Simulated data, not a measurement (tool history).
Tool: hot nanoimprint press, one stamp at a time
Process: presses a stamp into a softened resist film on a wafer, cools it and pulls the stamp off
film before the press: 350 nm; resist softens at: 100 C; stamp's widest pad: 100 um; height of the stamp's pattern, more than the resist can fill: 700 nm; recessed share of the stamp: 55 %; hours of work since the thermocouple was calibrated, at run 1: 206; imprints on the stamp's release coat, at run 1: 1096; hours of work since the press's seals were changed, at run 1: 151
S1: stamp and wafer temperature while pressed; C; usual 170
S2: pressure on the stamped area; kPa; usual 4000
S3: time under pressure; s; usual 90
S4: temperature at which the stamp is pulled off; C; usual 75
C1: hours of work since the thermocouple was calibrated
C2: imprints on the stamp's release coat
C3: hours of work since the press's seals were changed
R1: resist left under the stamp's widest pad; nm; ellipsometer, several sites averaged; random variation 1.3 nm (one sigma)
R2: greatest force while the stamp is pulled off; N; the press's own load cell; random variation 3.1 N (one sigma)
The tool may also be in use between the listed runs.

Run 1, hour 0.0: usual settings; C1 206; C2 1096; C3 151. Result: R1 206.5 nm, R2 147 N.
Run 2, hour 15.0: usual settings but S2 2600 kPa; C1 212; C2 1130; C3 157. Result: R1 241.2 nm, R2 146 N.
Run 3, hour 29.7: usual settings; C1 218; C2 1163; C3 163. Result: R1 206.7 nm, R2 147 N.
Run 4, hour 49.8: usual settings; C1 226; C2 1208; C3 171. Result: R1 204.3 nm, R2 149 N.
Run 5, hour 64.8: usual settings; C1 232; C2 1242; C3 177. Result: R1 205.7 nm, R2 150 N.
Run 6, hour 83.9: usual settings; C1 239; C2 1285; C3 185. Result: R1 203.1 nm, R2 145 N.
Run 7, hour 96.2: usual settings; C1 244; C2 1313; C3 189. Result: R1 207.0 nm, R2 149 N.
Run 8, hour 114.3: usual settings; C1 252; C2 1354; C3 197. Result: R1 205.0 nm, R2 147 N.
Run 9, hour 130.8: usual settings; C1 258; C2 1391; C3 203. Result: R1 205.6 nm, R2 147 N.
Run 10, hour 145.5: usual settings; C1 264; C2 1425; C3 209. Result: R1 204.6 nm, R2 143 N.
Run 11, hour 158.6: usual settings but S2 5370 kPa; C1 269; C2 1454; C3 215. Result: R1 180.4 nm, R2 145 N.
Run 12, hour 167.8: usual settings but S2 5370 kPa, S4 64 C; C1 273; C2 1475; C3 218. Result: R1 180.7 nm, R2 171 N.
Run 13, hour 179.6: usual settings but S2 5370 kPa, S4 64 C; C1 278; C2 1502; C3 223. Result: R1 178.5 nm, R2 169 N.
Run 14, hour 193.7: usual settings but S2 5370 kPa, S4 64 C; C1 283; C2 1533; C3 229. Result: R1 181.9 nm, R2 172 N.
At hour 204.9: stamp cleaned and given a new release coat.
Run 15, hour 216.6: usual settings but S2 5370 kPa, S4 64 C; C1 290; C2 27; C3 235. Result: R1 181.0 nm, R2 168 N.
Run 16, hour 228.8: usual settings but S2 4180 kPa, S4 79 C; C1 295; C2 54; C3 240. Result: R1 202.3 nm, R2 135 N.

The next listed run, before its measurement:
Run 17, hour 240.0: usual settings but S1 173 C, S2 4700 kPa, S3 123 s, S4 72 C; C1 300; C2 79; C3 245. Result: R1 ?, R2 ?.

{"run 17": {"R1": 152.3, "R2": 154}}
Without the tool's hidden state the same run would have given R1 152.1 nm, R2 154 N.

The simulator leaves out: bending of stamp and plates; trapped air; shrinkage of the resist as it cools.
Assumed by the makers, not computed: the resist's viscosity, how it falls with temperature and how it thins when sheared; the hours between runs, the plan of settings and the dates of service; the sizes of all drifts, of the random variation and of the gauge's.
